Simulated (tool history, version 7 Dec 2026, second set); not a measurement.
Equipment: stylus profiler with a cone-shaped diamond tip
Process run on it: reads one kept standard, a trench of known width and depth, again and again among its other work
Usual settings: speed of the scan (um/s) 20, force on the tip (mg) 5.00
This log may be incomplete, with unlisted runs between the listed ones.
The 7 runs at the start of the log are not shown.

| run | hour | speed of the scan (um/s) | force on the tip (mg) | depth of the trench (Å) | width of the trench's floor (um) |
|---|---|---|---|---|---|
| 8 | 247.0 | 20 | 8.27 | 5072.3 | 26.14 |
| 9 | 269.0 | 20 | 4.42 | 5042.6 | 26.05 |
| 10 | 292.1 | 20 | 5.00 | 5049.2 | 26.10 |
| 11 | 324.9 | 20 | 5.00 | 5049.7 | 26.04 |
| 12 | 367.6 | 20 | 5.00 | 5047.5 | 26.06 |
| 13 | 408.5 | 20 | 2.80 | 5026.8 | 26.00 |
| 14 | 438.5 | 20 | 2.80 | 5027.3 | 26.00 |
| 15 | 470.4 | 20 | 2.80 | 5022.9 | 25.97 |
| 16 | 522.8 | 20 | 5.00 | 5046.1 | 25.98 |
| 17 | 574.2 | 20 | 5.00 | 5046.0 | 26.02 |
| 18 | 615.5 | 20 | 2.62 | 5022.9 | 25.89 |
| 19 | 643.0 | 20 | 2.62 | 5023.3 | 25.87 |
| 20 | 687.2 | 24 | 2.53 | 5024.6 | 25.83 |

For run 21, what comes out?
| 21 | 711.7 | 7 | 11.23 | ? | ? |

depth of the trench (Å): 5084.9
width of the trench's floor (um): 25.93
If the tool had no hidden condition, the same run with the same run-to-run variation would have returned depth of the trench (Å) 5101.8, width of the trench's floor (um) 26.95.
